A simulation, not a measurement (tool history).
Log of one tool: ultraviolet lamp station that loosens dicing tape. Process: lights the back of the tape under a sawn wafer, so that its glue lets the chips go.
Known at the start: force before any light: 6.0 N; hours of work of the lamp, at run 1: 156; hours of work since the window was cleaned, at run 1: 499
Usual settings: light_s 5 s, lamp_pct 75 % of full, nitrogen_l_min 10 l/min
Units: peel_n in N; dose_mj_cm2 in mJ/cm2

run   hour  light_s  lamp_pct  nitrogen_l_min  hours of work of the lamp  hours of work since the window was cleaned  peel_n  dose_mj_cm2
  1    0.0        5        75              10                        156                                         499   0.516          313
  2    7.1        9        75              10                        159                                         502   0.222          548
  3   19.8        9        75              10                        164                                         507   0.213          551
  4   30.4        9        75              10                        169                                         511   0.212          554
  5   40.3        4        75              10                        173                                         516   0.768          246
  6   46.3        4        75              10                        175                                         518   0.757          253
  7   59.1        4        75              10                        181                                         523   0.783          246
  8   70.8        4        75              10                        185                                         528   0.778          243
  9   81.0        4        75              10                        190                                         532   0.764          250
 10   92.1        5        75               9                        194                                         537   0.546          306
 11  102.8        5        75              10                        199                                         541   0.542          306
 12  116.0        5        71              10                        204                                         547   0.581          288
 13  121.8        5        71              10                        207                                         549   0.601          288
 14  129.1        5        71              10                        210                                         552   0.574          286
 15  141.1        5        71              10                        214                                         557   0.609          286
 16  149.0        5        71              10                        218                                         560   0.590          287
 17  161.0        5        75              10                        223                                         565   0.529          297
 18  168.5        5        75              10                        226                                         568   0.580          300
 19  173.9        6        75              10                        228                                         571   0.376          359
 20  180.1        5        63              10                        231                                         573   0.730          251
 21  187.7        5        63              10                        234                                         576   0.740          251
 22  200.0        5        63              10                        239                                         581   0.757          250
 23  210.5        8        85              14                        243                                         586   0.202          535
 24  218.9        4        92               5                        247                                         589   0.783          293
 25  225.1        7        93               5                        249                                         592   0.282          516
 26  237.2        4        93               6                        254                                         597   0.724          292
 27  249.3        3        75               4                        259                                         602   1.762          179
 28  257.5        3        75               4                        262                                         605   1.747          177
 29  268.5        3        75               4                        267                                         610   1.747          173
 30  277.5        3        75               4                        271                                         613   1.752          176
 31  287.6        5        81               9                        275                                         618   0.528          316
 32  300.2        6        75               9                        280                                         623   0.429          349
 33  307.0        6        79               9                        283                                         626   0.397          365
 34  315.2        5        75              18                        286                                         629   0.456          292
 35  322.6        5        75              18                        289                                         632   0.484          286
 36  335.2        5        75              18                        294                                         637   0.469          290
 37  341.6        5        75              18                        297                                         640   0.478          286
 38  351.4        5        75              18                        301                                         644   0.474          290
     359.9  -- window cleaned of glue's vapour
 39  360.0        3        75               4                        304                                           0   1.513          198
 40  371.2        3        75               4                        309                                           5   1.537          197
 41  377.9        3        75               4                        312                                           7   1.514          195
 42  389.1        5        76               5                        316                                          12   0.621          329
 43  399.6        5        99              17                        321                                          16   0.255          424
 44  405.4        4        98               9                        323                                          19   0.449          339

Forecast each of these 3 alternatives for the next run:
  A  411.2        5        77              10                        326                                          21       ?            ?
  B  411.2        4        69               9                        326                                          21       ?            ?
  C  411.2        4        65              10                        326                                          21       ?            ?

run  peel_n  dose_mj_cm2
  A   0.458          329
  B   0.868          235
  C   0.896          225
Without the tool's hidden state the same runs would have given:
run  peel_n  dose_mj_cm2
  A   0.376          368
  B   0.714          263
  C   0.739          252
